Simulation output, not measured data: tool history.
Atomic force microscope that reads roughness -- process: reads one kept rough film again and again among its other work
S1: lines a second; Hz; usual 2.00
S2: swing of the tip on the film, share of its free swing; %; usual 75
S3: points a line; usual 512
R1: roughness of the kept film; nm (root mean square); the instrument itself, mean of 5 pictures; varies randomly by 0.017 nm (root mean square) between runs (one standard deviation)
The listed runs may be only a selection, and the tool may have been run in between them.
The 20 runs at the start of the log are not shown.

run   hour    S1  S2   S3     R1
 21  272.9  0.54  70  397  4.371
 22  281.8  0.53  68  551  4.371
 23  290.4  2.18  68  403  4.087
     299.4  -- height scale calibrated on a step standard, once more
 24  300.8  1.97  84  775  3.701
 25  316.1  1.97  84  775  3.691
 26  329.8  2.00  84  718  3.629
 27  340.2  3.56  57  485  3.998
 28  351.7  3.47  78  970  3.467
 29  360.2  1.97  60  846  4.093
 30  374.3  1.97  60  846  4.047
 31  389.8  1.97  59  561  4.041
 32  400.3  1.08  75  512  3.962
 33  409.9  2.65  75  363  3.638
 34  427.5  2.00  83  512  3.535
 35  437.0  2.00  83  584  3.523
 36  445.6  2.00  83  584  3.506
 37  453.7  2.00  83  584  3.514
 38  468.8  2.00  83  584  3.480

Forecast each of these 5 alternatives for the next run:
  A  479.5  3.76  83  584   ?
  B  479.5  2.00  88  584   ?
  C  479.5  2.39  61  300   ?
  D  479.5  0.94  79  615   ?
  E  479.5  0.57  56  355   ?

run     R1
  A  3.102
  B  3.340
  C  3.844
  D  3.851
  E  4.055
The same runs, with their run-to-run variation unchanged, on a tool lacking any hidden condition would have given:
run     R1
  A  3.565
  B  3.841
  C  4.419
  D  4.427
  E  4.664
